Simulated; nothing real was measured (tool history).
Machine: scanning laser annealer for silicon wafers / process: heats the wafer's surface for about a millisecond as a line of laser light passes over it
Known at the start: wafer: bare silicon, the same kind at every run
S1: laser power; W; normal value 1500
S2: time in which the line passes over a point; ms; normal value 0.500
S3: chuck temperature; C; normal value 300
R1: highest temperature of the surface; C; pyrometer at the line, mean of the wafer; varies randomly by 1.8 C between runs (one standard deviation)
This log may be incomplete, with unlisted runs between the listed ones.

Run 1, day 0.000: usual settings. Result: R1 1044 C.
Run 2, day 0.433: usual settings. Result: R1 1042 C.
Run 3, day 0.708: usual settings but S2 0.358 ms. Result: R1 939 C.
Run 4, day 1.000: usual settings but S1 1616 W, S2 0.358 ms. Result: R1 1005 C.
Run 5, day 1.408: usual settings. Result: R1 1043 C.
Run 6, day 1.850: usual settings. Result: R1 1041 C.
Run 7, day 2.338: usual settings. Result: R1 1038 C.
Run 8, day 2.808: usual settings. Result: R1 1039 C.
Run 9, day 3.075: usual settings. Result: R1 1041 C.
Run 10, day 3.450: usual settings but S2 0.597 ms. Result: R1 1100 C.
Run 11, day 3.833: usual settings but S3 329 C. Result: R1 1068 C.
Run 12, day 4.308: usual settings but S3 329 C. Result: R1 1064 C.
Run 13, day 4.729: usual settings but S3 329 C. Result: R1 1063 C.
Run 14, day 5.092: usual settings but S3 329 C. Result: R1 1065 C.
Run 15, day 5.362: usual settings but S1 1287 W, S2 0.619 ms. Result: R1 959 C.
Run 16, day 5.688: usual settings but S1 1597 W, S2 0.445 ms. Result: R1 1058 C.
Run 17, day 6.058: usual settings but S1 1597 W, S2 0.445 ms. Result: R1 1058 C.
Run 18, day 6.367: usual settings but S1 1597 W, S2 0.445 ms. Result: R1 1053 C.
Run 19, day 6.688: usual settings but S1 1377 W, S2 0.539 ms, S3 280 C. Result: R1 957 C.
Run 20, day 6.979: usual settings but S1 1287 W, S2 0.350 ms. Result: R1 815 C.
Run 21, day 7.475: usual settings but S1 1290 W, S2 0.526 ms, S3 327 C. Result: R1 937 C.
Run 22, day 7.929: usual settings but S1 1277 W, S2 0.447 ms, S3 331 C. Result: R1 895 C.
Run 23, day 8.292: usual settings but S1 1277 W, S2 0.447 ms, S3 331 C. Result: R1 900 C.
Run 24, day 8.771: usual settings but S3 314 C. Result: R1 1045 C.
Run 25, day 8.992: usual settings but S1 1473 W, S2 0.359 ms, S3 331 C. Result: R1 949 C.
Run 26, day 9.225: usual settings but S1 1473 W, S2 0.359 ms, S3 331 C. Result: R1 952 C.
Run 27, day 9.571: usual settings but S1 1398 W, S2 0.591 ms, S3 295 C. Result: R1 1011 C.

Predict each of these 3 candidate next runs independently; none follows another, all start after run 27:
Run A, day 10.062: usual settings but S1 1398 W, S2 0.375 ms, S3 295 C. Result: R1 ?.
Run B, day 10.062: usual settings but S1 1467 W, S2 0.440 ms, S3 329 C. Result: R1 ?.
Run C, day 10.062: usual settings but S1 1583 W, S2 0.430 ms, S3 295 C. Result: R1 ?.

run    R1
  A   882
  B  1001
  C  1026
Had the tool no hidden state, the same runs would have come out as:
run    R1
  A   903
  B  1025
  C  1051
